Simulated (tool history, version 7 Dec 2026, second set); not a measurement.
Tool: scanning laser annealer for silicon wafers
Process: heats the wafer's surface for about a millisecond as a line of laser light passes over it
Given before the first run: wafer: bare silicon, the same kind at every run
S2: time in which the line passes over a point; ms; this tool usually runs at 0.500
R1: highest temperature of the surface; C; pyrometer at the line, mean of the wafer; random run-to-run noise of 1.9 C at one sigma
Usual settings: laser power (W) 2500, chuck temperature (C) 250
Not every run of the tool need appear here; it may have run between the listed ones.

run 1 hour=0.0 | laser_power_(W)=2500 S2=0.500 chuck_temperature_(C)=250 | R1=1087
run 2 hour=54.2 | laser_power_(W)=2500 S2=0.500 chuck_temperature_(C)=250 | R1=1085
run 3 hour=100.8 | laser_power_(W)=2500 S2=0.500 chuck_temperature_(C)=250 | R1=1085
run 4 hour=148.2 | laser_power_(W)=2500 S2=0.500 chuck_temperature_(C)=250 | R1=1088
run 5 hour=196.1 | laser_power_(W)=2500 S2=0.500 chuck_temperature_(C)=250 | R1=1085
run 6 hour=259.1 | laser_power_(W)=2500 S2=0.595 chuck_temperature_(C)=250 | R1=1158
run 7 hour=307.9 | laser_power_(W)=2500 S2=0.478 chuck_temperature_(C)=250 | R1=1066
run 8 hour=353.9 | laser_power_(W)=2500 S2=0.500 chuck_temperature_(C)=250 | R1=1087
run 9 hour=431.3 | laser_power_(W)=2656 S2=0.500 chuck_temperature_(C)=250 | R1=1137
run 10 hour=486.6 | laser_power_(W)=2656 S2=0.500 chuck_temperature_(C)=250 | R1=1135
run 11 hour=523.9 | laser_power_(W)=2450 S2=0.500 chuck_temperature_(C)=250 | R1=1065
run 12 hour=588.5 | laser_power_(W)=2500 S2=0.500 chuck_temperature_(C)=232 | R1=1069
run 13 hour=627.5 | laser_power_(W)=2500 S2=0.500 chuck_temperature_(C)=250 | R1=1088
run 14 hour=710.2 | laser_power_(W)=2500 S2=0.500 chuck_temperature_(C)=250 | R1=1084
run 15 hour=769.2 | laser_power_(W)=2500 S2=0.376 chuck_temperature_(C)=250 | R1=977
run 16 hour=826.5 | laser_power_(W)=2500 S2=0.500 chuck_temperature_(C)=250 | R1=1086
-- hour=845.6 window over the wafer cleaned
run 17 hour=890.1 | laser_power_(W)=2500 S2=0.500 chuck_temperature_(C)=250 | R1=1083
run 18 hour=944.4 | laser_power_(W)=2500 S2=0.500 chuck_temperature_(C)=219 | R1=1056
run 19 hour=989.4 | laser_power_(W)=2500 S2=0.500 chuck_temperature_(C)=219 | R1=1056
run 20 hour=1036.6 | laser_power_(W)=2500 S2=0.598 chuck_temperature_(C)=238 | R1=1148
run 21 hour=1122.0 | laser_power_(W)=2500 S2=0.598 chuck_temperature_(C)=238 | R1=1142
run 22 hour=1195.6 | laser_power_(W)=2500 S2=0.598 chuck_temperature_(C)=238 | R1=1147
run 23 hour=1231.8 | laser_power_(W)=2567 S2=0.500 chuck_temperature_(C)=240 | R1=1100
run 24 hour=1298.5 | laser_power_(W)=2567 S2=0.500 chuck_temperature_(C)=240 | R1=1095

Run 25 has not been measured yet. What should we expect?
run 25 hour=1352.8 | laser_power_(W)=2336 S2=0.469 chuck_temperature_(C)=250 | R1=?

Run 25 produced R1 1009 C.
Were there no unlogged condition in the tool, this run, its random variation unchanged, would have produced R1 1009 C.
